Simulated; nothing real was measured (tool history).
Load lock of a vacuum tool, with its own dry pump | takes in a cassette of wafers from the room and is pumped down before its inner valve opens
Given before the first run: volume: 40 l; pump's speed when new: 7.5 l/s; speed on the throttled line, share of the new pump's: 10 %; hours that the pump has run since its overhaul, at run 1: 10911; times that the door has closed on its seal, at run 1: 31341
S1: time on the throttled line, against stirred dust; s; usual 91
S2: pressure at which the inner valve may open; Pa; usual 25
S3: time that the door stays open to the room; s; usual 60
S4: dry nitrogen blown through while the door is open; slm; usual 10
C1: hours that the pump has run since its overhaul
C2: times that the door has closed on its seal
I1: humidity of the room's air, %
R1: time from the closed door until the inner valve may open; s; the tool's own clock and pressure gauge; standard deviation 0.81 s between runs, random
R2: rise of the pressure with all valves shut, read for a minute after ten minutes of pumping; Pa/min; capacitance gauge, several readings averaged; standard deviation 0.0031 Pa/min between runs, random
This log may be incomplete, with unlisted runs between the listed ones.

run	hour	S1	S2	S3	S4	C1	C2	I1	R1	R2
1	0.0	91	25	60	10	10911	31341	46.5	129.9	0.538
2	238.5	54	25	60	10	11150	32084	48.6	97.6	0.575
3	493.8	54	25	60	10	11405	32879	44.1	97.9	0.594
4	653.8	54	25	51	10	11565	33377	44.4	98.2	0.605
5	821.6	54	25	51	18	11733	33900	49.3	98.1	0.607
6	1076.3	54	25	51	18	11988	34693	46.4	98.0	0.620
7	1386.7	54	25	51	18	12298	35660	41.7	98.2	0.640
8	1549.7	54	25	51	18	12461	36168	44.1	100.0	0.674
9	1756.6	91	26	60	10	12668	36812	44.3	130.7	0.718
10	1936.7	91	26	60	10	12848	37373	45.0	130.9	0.716
11	2084.2	91	25	60	10	12995	37832	44.7	130.9	0.738
# hour 2219.2: door's seal changed, seat wiped
12	2286.2	130	26	60	7	13196	209	45.4	162.7	0.069
13	2477.2	130	26	119	39	13387	804	46.7	167.9	0.044
14	2791.3	130	26	119	39	13701	1782	47.0	163.7	0.052
15	3076.4	130	35	163	39	13986	2670	48.0	164.5	0.060
16	3314.0	130	30	37	39	14224	3410	45.8	165.3	0.055
17	3462.7	130	30	37	39	14373	3873	41.6	165.7	0.049
18	3767.2	130	30	37	39	14677	4821	45.8	165.5	0.065
19	3917.8	58	30	102	25	14828	5290	46.7	102.3	0.084
20	4082.7	91	25	60	24	14992	5804	47.9	131.4	0.082
21	4412.3	117	25	28	10	15322	6830	46.1	155.7	0.098
22	4654.3	117	25	28	10	15564	7584	47.9	154.9	0.111

A few steps of R1 between consecutive runs. Split each: what settings, incoming material and random variation would produce without the hidden state, and what is left over for the hidden state, along with gauge scatter present in only one of the two compared results (measured, and without hidden state):
The hidden state here: pump's speed, % of a new pump's; leak at the door's seal, Pa l/s; drift of the gauge itself on ready_s, %; drift of the gauge itself on rise_pa_min, %.
Run 1 -> 2: S1 91 -> 54. R1 -32.3 s: hidden state +0.8, all else -33.1.
Run 18 -> 19: S1 130 -> 58, S3 37 -> 102, S4 39 -> 25. R1 -63.2 s: hidden state +1.4, all else -64.6.
